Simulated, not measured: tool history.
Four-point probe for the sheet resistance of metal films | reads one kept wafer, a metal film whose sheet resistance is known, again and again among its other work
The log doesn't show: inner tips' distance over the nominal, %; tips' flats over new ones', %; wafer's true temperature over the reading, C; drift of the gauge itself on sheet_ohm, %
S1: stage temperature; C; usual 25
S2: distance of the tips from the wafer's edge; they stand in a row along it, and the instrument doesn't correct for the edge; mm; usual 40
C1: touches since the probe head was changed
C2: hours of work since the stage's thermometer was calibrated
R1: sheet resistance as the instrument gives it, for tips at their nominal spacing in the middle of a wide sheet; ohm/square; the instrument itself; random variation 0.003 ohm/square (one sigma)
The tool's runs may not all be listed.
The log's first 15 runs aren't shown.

run	day	S1	S2	C1	C2	R1
16	34.317	25	40	116838	2254	15.046537
17	36.292	25	40	118302	2282	15.038035
18	39.146	25	9	120416	2323	15.086510
# day 40.071: stage's thermometer calibrated
19	42.067	25	40	122565	29	15.041603
20	43.538	25	3	123656	50	15.392656
21	45.075	25	3	124793	72	15.389374
22	47.350	25	4	126479	104	15.242480
# day 49.108: stage's thermometer calibrated, once more
23	49.983	25	4	128415	12	15.273647
24	53.196	34	3	130796	58	15.422950
25	55.883	34	3	132787	97	15.423127
26	57.358	18	45	133879	118	15.074436
27	60.588	25	51	136272	164	15.070463
28	63.275	24	7	138263	202	15.135878
29	64.733	33	7	139344	223	15.138885
30	66.608	31	20	140731	250	15.082151
31	68.017	19	20	141777	270	15.079647
32	69.621	19	37	142965	293	15.075352
33	71.858	33	12	144623	325	15.098224
34	74.483	28	4	146567	363	15.269873
35	77.312	32	40	148664	403	15.076761
36	80.238	32	5	150830	445	15.205061
37	83.279	32	11	153084	488	15.103344
38	84.900	33	11	154285	512	15.102157
39	86.408	27	20	155401	533	15.083420
40	87.917	21	12	156521	555	15.094529

Forecast each of these 3 alternatives for the next run:
A	91.062	20	26	158852	600	?
B	91.062	30	7	158852	600	?
C	91.062	21	4	158852	600	?

run	R1
A	15.082610
B	15.143318
C	15.277929
Without the tool's hidden state the same runs would have given:
run	R1
A	14.971057
B	15.031109
C	15.165028
